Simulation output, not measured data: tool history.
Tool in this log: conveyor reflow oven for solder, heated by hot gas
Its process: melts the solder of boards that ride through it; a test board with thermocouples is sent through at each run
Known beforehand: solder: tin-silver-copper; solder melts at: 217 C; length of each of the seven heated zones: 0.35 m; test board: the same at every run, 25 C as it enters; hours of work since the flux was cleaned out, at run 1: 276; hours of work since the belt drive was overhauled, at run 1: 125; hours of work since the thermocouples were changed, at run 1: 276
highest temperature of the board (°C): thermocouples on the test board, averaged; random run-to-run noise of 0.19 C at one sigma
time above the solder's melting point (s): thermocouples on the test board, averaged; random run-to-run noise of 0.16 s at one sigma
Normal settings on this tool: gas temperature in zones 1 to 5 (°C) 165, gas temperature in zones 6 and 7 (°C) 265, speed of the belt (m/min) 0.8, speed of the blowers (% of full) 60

| run | hour | gas temperature in zones 1 to 5 (°C) | gas temperature in zones 6 and 7 (°C) | speed of the belt (m/min) | speed of the blowers (% of full) | hours of work since the flux was cleaned out | hours of work since the belt drive was overhauled | hours of work since the thermocouples were changed | highest temperature of the board (°C) | time above the solder's melting point (s) |
|---|---|---|---|---|---|---|---|---|---|---|
| 1 | 0 | 165 | 265 | 0.8 | 60 | 276 | 125 | 276 | 241.3 | 29.5 |
| 2 | 31.8 | 165 | 265 | 0.8 | 60 | 301 | 150 | 301 | 241.1 | 29.1 |
| 3 | 101.9 | 165 | 265 | 0.8 | 60 | 357 | 206 | 357 | 241.2 | 29 |
| 4 | 135.4 | 165 | 265 | 0.8 | 60 | 384 | 232 | 384 | 240.8 | 29 |
|  | 175.1 | flux residue cleaned out of gas plates and filters |
| 5 | 185.9 | 165 | 277 | 0.8 | 60 | 9 | 268 | 420 | 249.2 | 33.9 |
| 6 | 245.4 | 165 | 265 | 0.8 | 60 | 56 | 316 | 467 | 239.4 | 27.4 |
| 7 | 299.9 | 165 | 265 | 0.8 | 60 | 99 | 359 | 510 | 239.8 | 27.2 |
|  | 355.8 | thermocouples of zones 6 and 7 changed |
| 8 | 363.1 | 165 | 265 | 0.8 | 60 | 148 | 408 | 6 | 237.8 | 26.1 |
| 9 | 412.3 | 165 | 265 | 0.8 | 60 | 187 | 447 | 45 | 237.8 | 25.9 |
| 10 | 471.8 | 165 | 265 | 0.8 | 60 | 234 | 494 | 92 | 237.7 | 25.8 |
| 11 | 532.2 | 165 | 265 | 0.8 | 53 | 282 | 542 | 140 | 234.6 | 23 |
|  | 557.5 | flux residue cleaned out of gas plates and filters, once more |
| 12 | 603.4 | 165 | 265 | 0.897 | 60 | 36 | 594 | 193 | 237.6 | 23.1 |
| 13 | 667.5 | 165 | 265 | 0.8 | 60 | 87 | 645 | 244 | 242.2 | 30 |
| 14 | 720.3 | 165 | 265 | 0.8 | 77 | 129 | 687 | 285 | 248.1 | 35.2 |
| 15 | 778.2 | 165 | 265 | 0.8 | 77 | 175 | 733 | 331 | 247.8 | 34.9 |
| 16 | 846.8 | 165 | 265 | 0.8 | 77 | 230 | 788 | 386 | 248 | 35 |
| 17 | 907.9 | 152 | 265 | 0.8 | 57 | 278 | 836 | 434 | 237.9 | 24.1 |
| 18 | 964 | 151 | 271 | 0.8 | 60 | 323 | 881 | 479 | 243.9 | 28.4 |
| 19 | 1034.1 | 151 | 271 | 0.8 | 60 | 378 | 936 | 535 | 243.5 | 28.5 |

Run 20 comes next. What will it give?
|  | 1064.4 | thermocouples of zones 6 and 7 changed |
|  | 1079.4 | flux residue cleaned out of gas plates and filters |
| 20 | 1093.9 | 170 | 271 | 0.768 | 60 | 12 | 978 | 19 | ? | ? |

{"run 20": {"highest temperature of the board (°C)": 249.6, "time above the solder's melting point (s)": 38.4}}
With the hidden condition absent and the run-to-run variation left alone, this run would have shown highest temperature of the board (°C) 249.6, time above the solder's melting point (s) 37.9.
